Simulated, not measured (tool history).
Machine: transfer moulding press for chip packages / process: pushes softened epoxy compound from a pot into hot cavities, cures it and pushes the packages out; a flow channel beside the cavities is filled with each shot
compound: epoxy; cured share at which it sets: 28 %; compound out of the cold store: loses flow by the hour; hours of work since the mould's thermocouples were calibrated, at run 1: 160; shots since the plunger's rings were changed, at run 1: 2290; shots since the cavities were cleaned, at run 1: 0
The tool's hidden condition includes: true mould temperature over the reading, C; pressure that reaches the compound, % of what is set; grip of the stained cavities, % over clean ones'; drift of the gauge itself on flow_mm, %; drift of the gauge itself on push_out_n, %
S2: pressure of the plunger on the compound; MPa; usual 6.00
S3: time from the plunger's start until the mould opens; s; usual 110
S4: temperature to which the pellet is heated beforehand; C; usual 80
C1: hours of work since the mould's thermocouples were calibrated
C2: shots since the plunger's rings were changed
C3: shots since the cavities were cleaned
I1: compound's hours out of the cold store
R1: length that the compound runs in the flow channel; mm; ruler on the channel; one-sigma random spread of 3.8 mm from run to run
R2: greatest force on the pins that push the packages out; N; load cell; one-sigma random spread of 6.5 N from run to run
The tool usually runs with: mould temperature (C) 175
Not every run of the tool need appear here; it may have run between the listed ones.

Run 1, hour 0.0: usual settings; C1 160; C2 2290; C3 0; I1 41.7. Result: R1 694 mm, R2 263 N.
Run 2, hour 66.1: usual settings; C1 193; C2 2810; C3 520; I1 31.9. Result: R1 726 mm, R2 261 N.
At hour 119.1: cavities cleaned with cleaning compound and waxed.
Run 3, hour 129.5: usual settings; C1 224; C2 3297; C3 81; I1 32.8. Result: R1 729 mm, R2 257 N.
At hour 165.2: plunger's sealing rings changed.
Run 4, hour 180.6: usual settings but S3 113 s; C1 249; C2 122; C3 465; I1 23.1. Result: R1 761 mm, R2 267 N.
Run 5, hour 225.2: usual settings but S3 113 s; C1 271; C2 473; C3 816; I1 41.3. Result: R1 704 mm, R2 248 N.
At hour 243.2: cavities cleaned with cleaning compound and waxed.
Run 6, hour 291.2: usual settings but S3 113 s; C1 303; C2 980; C3 377; I1 34.8. Result: R1 712 mm, R2 255 N.
Run 7, hour 341.9: usual settings; C1 329; C2 1380; C3 777; I1 39.6. Result: R1 702 mm, R2 259 N.
At hour 365.5: cavities cleaned with cleaning compound and waxed.
Run 8, hour 402.7: usual settings; C1 358; C2 1847; C3 293; I1 15.4. Result: R1 792 mm, R2 268 N.
Run 9, hour 461.5: usual settings but S4 82 C; C1 388; C2 2310; C3 756; I1 12.7. Result: R1 808 mm, R2 269 N.
At hour 488.7: cavities cleaned with cleaning compound and waxed.
Run 10, hour 501.9: usual settings but S4 85 C; C1 407; C2 2617; C3 105; I1 29.2. Result: R1 729 mm, R2 263 N.
Run 11, hour 544.6: usual settings but S4 85 C; C1 429; C2 2952; C3 440; I1 47.7. Result: R1 674 mm, R2 249 N.
Run 12, hour 590.8: usual settings but S4 85 C; C1 452; C2 3317; C3 805; I1 44.1. Result: R1 690 mm, R2 263 N.
At hour 604.9: mould's thermocouples calibrated.
At hour 612.4: cavities cleaned with cleaning compound and waxed.
At hour 627.2: plunger's sealing rings changed.
Run 13, hour 666.3: usual settings but S4 85 C; C1 29; C2 308; C3 405; I1 41.0. Result: R1 698 mm, R2 250 N.
Run 14, hour 721.9: usual settings but S2 5.21 MPa; C1 57; C2 746; C3 843; I1 8.9. Result: R1 761 mm, R2 271 N.
At hour 735.5: cavities cleaned with cleaning compound and waxed.
Run 15, hour 770.1: usual settings but mould temperature (C) 178, S2 6.59 MPa; C1 80; C2 1113; C3 272; I1 32.8. Result: R1 745 mm, R2 233 N.
Run 16, hour 838.3: usual settings but mould temperature (C) 178, S2 6.46 MPa, S3 125 s; C1 114; C2 1651; C3 810; I1 47.7. Result: R1 689 mm, R2 231 N.
At hour 860.4: cavities cleaned with cleaning compound and waxed.
Run 17, hour 877.1: usual settings but S2 4.63 MPa; C1 133; C2 1945; C3 132; I1 19.5. Result: R1 680 mm, R2 263 N.

Run 18 comes next. What will it give?
Run 18, hour 928.9: usual settings but S2 4.63 MPa; C1 159; C2 2353; C3 540; I1 34.7. Result: R1 ?, R2 ?.

Run 18 yielded R1 629 mm, R2 269 N.
Were there no unlogged condition in the tool, this run, its random variation unchanged, would have produced R1 629 mm, R2 267 N.

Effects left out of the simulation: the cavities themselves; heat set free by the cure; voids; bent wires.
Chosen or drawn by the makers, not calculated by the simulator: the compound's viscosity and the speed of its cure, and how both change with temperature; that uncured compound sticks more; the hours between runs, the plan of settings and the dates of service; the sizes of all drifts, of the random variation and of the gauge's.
